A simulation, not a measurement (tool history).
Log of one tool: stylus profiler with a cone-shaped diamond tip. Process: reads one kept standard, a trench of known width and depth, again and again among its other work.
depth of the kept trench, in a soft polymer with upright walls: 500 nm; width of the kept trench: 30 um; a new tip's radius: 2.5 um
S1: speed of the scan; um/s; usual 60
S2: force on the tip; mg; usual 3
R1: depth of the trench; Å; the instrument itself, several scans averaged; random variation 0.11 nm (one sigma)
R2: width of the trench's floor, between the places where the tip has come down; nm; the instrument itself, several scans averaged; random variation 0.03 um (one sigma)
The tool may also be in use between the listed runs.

run	hour	S1	S2	R1	R2
1	0	60	3	5103.2	26450
2	140.4	60	3	5101	26430
3	272.2	60	3	5099.3	26450
4	384.6	60	3	5099.8	26420
5	512.1	60	3	5098	26360
6	614.5	60	3	5096.8	26380
7	680.2	60	3	5095.9	26360
8	785.6	198	6.87	5170.4	26190
9	848.3	79	7.63	5180.9	26360
10	971.9	133	5.2	5137.4	26260
11	1061.8	133	5.2	5139.4	26180
12	1133.7	133	5.2	5137.1	26210
13	1260.9	53	6.43	5157.2	26370

Forecast each of these 3 alternatives for the next run:
A	1386.2	184	2.45	?	?
B	1386.2	33	3	?	?
C	1386.2	30	6.43	?	?

run	R1	R2
A	5076.3	26030
B	5089.7	26290
C	5155.9	26410
Without the tool's hidden state the same runs would have given:
run	R1	R2
A	5085.5	26650
B	5098.9	26910
C	5165.2	27040
